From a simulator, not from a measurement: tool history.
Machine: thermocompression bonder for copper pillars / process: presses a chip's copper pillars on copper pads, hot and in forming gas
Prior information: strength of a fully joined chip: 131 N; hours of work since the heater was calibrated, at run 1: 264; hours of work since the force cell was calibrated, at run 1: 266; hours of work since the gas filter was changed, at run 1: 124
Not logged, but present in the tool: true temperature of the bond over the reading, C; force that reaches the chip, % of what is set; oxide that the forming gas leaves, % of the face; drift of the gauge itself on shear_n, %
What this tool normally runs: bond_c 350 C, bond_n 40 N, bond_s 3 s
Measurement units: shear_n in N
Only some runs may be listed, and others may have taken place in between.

run   hour  bond_c  bond_n  bond_s  hours of work since the heater was calibrated  hours of work since the force cell was calibrated  hours of work since the gas filter was changed  shear_n
  1      0     350      40       3                                            264                                                266                                             124     50.3
  2   15.3     350      40       6                                            274                                                276                                             134     64.9
  3   28.6     350      59       3                                            283                                                284                                             143     68.2
  4   47.9     350      40       3                                            295                                                297                                             155     50.2
  5   65.9     357      40       3                                            307                                                309                                             167     52.8
  6   80.9     357      40       3                                            317                                                318                                             177       53
  7   95.9     357      40       3                                            327                                                328                                             187       53
  8  114.6     331      40       3                                            339                                                341                                             199     41.3
  9  129.9     331      40       3                                            349                                                351                                             209     40.7
 10  143.4     331      24       3                                            358                                                359                                             218     25.9
 11  152.4     331      24       3                                            364                                                365                                             224     25.3
 12  161.8     331      24       3                                            370                                                371                                             230       26
 13  181.9     331      24       3                                            383                                                385                                             243     25.5
 14    195     331      24       3                                            391                                                393                                             252     25.6
 15  214.7     331      41       3                                            404                                                406                                             265     41.3
 16  233.5     331      41       3                                            417                                                418                                             277     41.1
 17  245.4     343      40       3                                            424                                                426                                             285     44.9
 18  261.3     343      40       3                                            435                                                437                                             295     44.4
 19  275.8     343      40       3                                            444                                                446                                             305     44.9
 20  288.6     343      40       3                                            453                                                454                                             313     44.9
 21  305.1     326      34       3                                            464                                                465                                             324     32.4
 22  323.2     326      34       3                                            475                                                477                                             336     31.9
 23  337.5     326      34       3                                            485                                                486                                             345     32.3
 24  357.9     326      40       3                                            498                                                500                                             358     36.7
 25  372.4     348      39       2                                            508                                                509                                             368       38
 26  389.2     348      39       2                                            519                                                520                                             379     38.5
 27  405.7     334      28       3                                            529                                                531                                             390     29.2
     419.1  -- forming gas filter changed
 28  425.9     340      59       3                                            542                                                544                                               4     64.8
 29  446.3     344      46       3                                            556                                                557                                              18     55.4
 30  458.8     344      46       3                                            564                                                566                                              26     55.3
 31  477.9     358      40       4                                            576                                                578                                              38     61.6
 32  488.4     323      47       2                                            583                                                585                                              45     38.8

For some of the steps in shear_n from one run to the next: how much would appear even if the tool had no hidden state, given the settings, what came in and random variation, and how much remains for the hidden state plus any gauge scatter that the measured result and the result without hidden state don't share?
Run 3 -> 4: bond_n 59 -> 40. shear_n -18 N: hidden state +0.7, all else -18.7.
Run 14 -> 15: bond_n 24 -> 41. shear_n +15.7 N: hidden state -1.5, all else +17.2.
Run 20 -> 21: bond_c 343 -> 326, bond_n 40 -> 34. shear_n -12.5 N: hidden state +1.1, all else -13.6.
Run 27 -> 28: bond_c 334 -> 340, bond_n 28 -> 59, forming gas filter changed. shear_n +35.6 N: hidden state +3.7, all else +31.9.
Run 31 -> 32: bond_c 358 -> 323, bond_n 40 -> 47, bond_s 4 -> 2. shear_n -22.8 N: hidden state +0.3, all else -23.1.
